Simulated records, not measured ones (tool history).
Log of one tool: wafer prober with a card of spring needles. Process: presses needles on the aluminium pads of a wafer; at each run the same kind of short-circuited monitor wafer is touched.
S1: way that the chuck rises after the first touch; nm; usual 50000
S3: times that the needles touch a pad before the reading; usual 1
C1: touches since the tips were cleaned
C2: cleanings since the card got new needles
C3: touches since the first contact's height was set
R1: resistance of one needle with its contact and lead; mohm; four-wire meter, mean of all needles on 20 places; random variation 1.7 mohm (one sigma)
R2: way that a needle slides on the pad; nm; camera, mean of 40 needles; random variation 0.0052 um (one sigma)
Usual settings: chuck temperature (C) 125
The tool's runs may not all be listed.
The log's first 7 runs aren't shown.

{"run": 8, "day": 3.679, "S1": 50000, "chuck temperature (C)": 123, "S3": 1, "C1": 7936, "C2": 46, "C3": 28717, "R1": 269, "R2": 7148}
{"day": 3.75, "done": "tips cleaned on abrasive film"}
{"run": 9, "day": 4.138, "S1": 50000, "chuck temperature (C)": 123, "S3": 1, "C1": 4595, "C2": 47, "C3": 34094, "R1": 254, "R2": 7141}
{"day": 4.5, "done": "tips cleaned on abrasive film"}
{"run": 10, "day": 4.821, "S1": 50000, "chuck temperature (C)": 125, "S3": 1, "C1": 3820, "C2": 48, "C3": 42149, "R1": 245, "R2": 7138}
{"day": 5.283, "done": "tips cleaned on abrasive film"}
{"run": 11, "day": 5.388, "S1": 50000, "chuck temperature (C)": 125, "S3": 1, "C1": 1219, "C2": 49, "C3": 48811, "R1": 215, "R2": 7130}
{"run": 12, "day": 5.862, "S1": 50000, "chuck temperature (C)": 125, "S3": 3, "C1": 6858, "C2": 49, "C3": 54450, "R1": 209, "R2": 7126}
{"day": 6.046, "done": "tips cleaned on abrasive film"}
{"run": 13, "day": 6.412, "S1": 50000, "chuck temperature (C)": 125, "S3": 1, "C1": 4324, "C2": 50, "C3": 60903, "R1": 251, "R2": 7114}
{"day": 6.771, "done": "tips cleaned on abrasive film"}
{"run": 14, "day": 6.95, "S1": 50000, "chuck temperature (C)": 125, "S3": 1, "C1": 2113, "C2": 51, "C3": 67241, "R1": 227, "R2": 7107}
{"run": 15, "day": 7.467, "S1": 50000, "chuck temperature (C)": 125, "S3": 1, "C1": 8218, "C2": 51, "C3": 73346, "R1": 272, "R2": 7097}
{"day": 7.517, "done": "tips cleaned on abrasive film"}
{"run": 16, "day": 8.179, "S1": 50000, "chuck temperature (C)": 125, "S3": 1, "C1": 7853, "C2": 52, "C3": 81750, "R1": 274, "R2": 7093}
{"day": 8.279, "done": "tips cleaned on abrasive film"}
{"day": 8.292, "done": "height of the first contact set anew"}
{"run": 17, "day": 8.921, "S1": 50000, "chuck temperature (C)": 125, "S3": 1, "C1": 7433, "C2": 53, "C3": 7433, "R1": 268, "R2": 7178}
{"day": 9.054, "done": "tips cleaned on abrasive film"}
{"run": 18, "day": 9.658, "S1": 43000, "chuck temperature (C)": 100, "S3": 2, "C1": 7201, "C2": 54, "C3": 16162, "R1": 247, "R2": 6153}
{"day": 9.792, "done": "tips cleaned on abrasive film"}
{"run": 19, "day": 10.271, "S1": 43000, "chuck temperature (C)": 100, "S3": 2, "C1": 5674, "C2": 55, "C3": 23335, "R1": 247, "R2": 6146}
{"day": 10.512, "done": "tips cleaned on abrasive film"}
{"run": 20, "day": 10.617, "S1": 43000, "chuck temperature (C)": 26, "S3": 2, "C1": 1212, "C2": 56, "C3": 27393, "R1": 193, "R2": 6141}
{"day": 11.271, "done": "tips cleaned on abrasive film"}
{"run": 21, "day": 11.375, "S1": 39000, "chuck temperature (C)": 70, "S3": 2, "C1": 1201, "C2": 57, "C3": 36335, "R1": 212, "R2": 5558}
{"run": 22, "day": 11.862, "S1": 50000, "chuck temperature (C)": 113, "S3": 2, "C1": 6983, "C2": 57, "C3": 42117, "R1": 233, "R2": 7140}
{"day": 11.996, "done": "tips cleaned on abrasive film"}
{"run": 23, "day": 12.642, "S1": 50000, "chuck temperature (C)": 101, "S3": 1, "C1": 7676, "C2": 58, "C3": 51326, "R1": 272, "R2": 7125}
{"day": 12.746, "done": "tips cleaned on abrasive film"}
{"run": 24, "day": 13.129, "S1": 50000, "chuck temperature (C)": 101, "S3": 1, "C1": 4558, "C2": 59, "C3": 57040, "R1": 256, "R2": 7113}
{"day": 13.512, "done": "tips cleaned on abrasive film"}
{"run": 25, "day": 13.542, "S1": 50000, "chuck temperature (C)": 101, "S3": 1, "C1": 339, "C2": 60, "C3": 61891, "R1": 191, "R2": 7105}
{"run": 26, "day": 14.212, "S1": 50000, "chuck temperature (C)": 101, "S3": 1, "C1": 8303, "C2": 60, "C3": 69855, "R1": 274, "R2": 7104}

The next listed run, before its measurement:
{"day": 14.279, "done": "tips cleaned on abrasive film"}
{"run": 27, "day": 14.812, "S1": 50000, "chuck temperature (C)": 35, "S3": 2, "C1": 6295, "C2": 61, "C3": 76891, "R1": "?", "R2": "?"}

{"run 27": {"R1": 226, "R2": 7092}}
Without the tool's hidden state the same run would have given R1 162 mohm, R2 7170 nm.
